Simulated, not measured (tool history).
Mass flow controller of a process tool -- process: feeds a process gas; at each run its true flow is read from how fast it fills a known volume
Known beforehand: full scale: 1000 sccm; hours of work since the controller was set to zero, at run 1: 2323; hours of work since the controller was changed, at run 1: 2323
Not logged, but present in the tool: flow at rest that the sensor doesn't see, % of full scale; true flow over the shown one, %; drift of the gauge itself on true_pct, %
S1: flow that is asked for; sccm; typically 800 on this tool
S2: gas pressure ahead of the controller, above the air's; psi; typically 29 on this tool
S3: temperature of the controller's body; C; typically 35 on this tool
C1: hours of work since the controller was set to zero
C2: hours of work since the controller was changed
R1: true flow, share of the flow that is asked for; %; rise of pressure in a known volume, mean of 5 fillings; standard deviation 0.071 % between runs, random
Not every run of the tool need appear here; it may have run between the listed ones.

run	day	S1	S2	S3	C1	C2	R1
1	0	800	29	35	2323	2323	101.03
2	3.567	800	29	35	2390	2390	101.06
3	6.408	800	27.8	35	2444	2444	101.09
4	10.483	800	27.8	35	2521	2521	101.13
5	13.704	800	27.8	35	2581	2581	101.26
6	18.088	800	27.8	35	2664	2664	101.12
7	20.825	800	29	35	2716	2716	101.17
8	26.338	800	29	35	2820	2820	101.17
9	31.329	589	40.2	35	2914	2914	100.72
10	34.296	680	29	35	2970	2970	101.2
11	38.562	680	29	35	3051	3051	101.13
12	42.338	205	29	28	3122	3122	101.05
13	45.529	205	29	28	3182	3182	101.05
14	51.304	205	29	28	3291	3291	101.23
15	55.675	149	29	21	3374	3374	101.06
16	59.517	149	35	28	3446	3446	101.33

5 options for the next run, each taken on its own from the tool as it stands now. Forecast them:
A	62.283	266	35	28	3498	3498	?
B	62.283	600	39.6	23	3498	3498	?
C	62.283	557	31.9	33	3498	3498	?
D	62.283	158	27.3	40	3498	3498	?
E	62.283	149	36.5	28	3498	3498	?

run	R1
A	100.89
B	100.18
C	101.14
D	102.43
E	101.31
Take away the tool's hidden state, keep each run's random variation, and the runs would have read:
run	R1
A	99.45
B	99.2
C	100.13
D	100.41
E	99.19
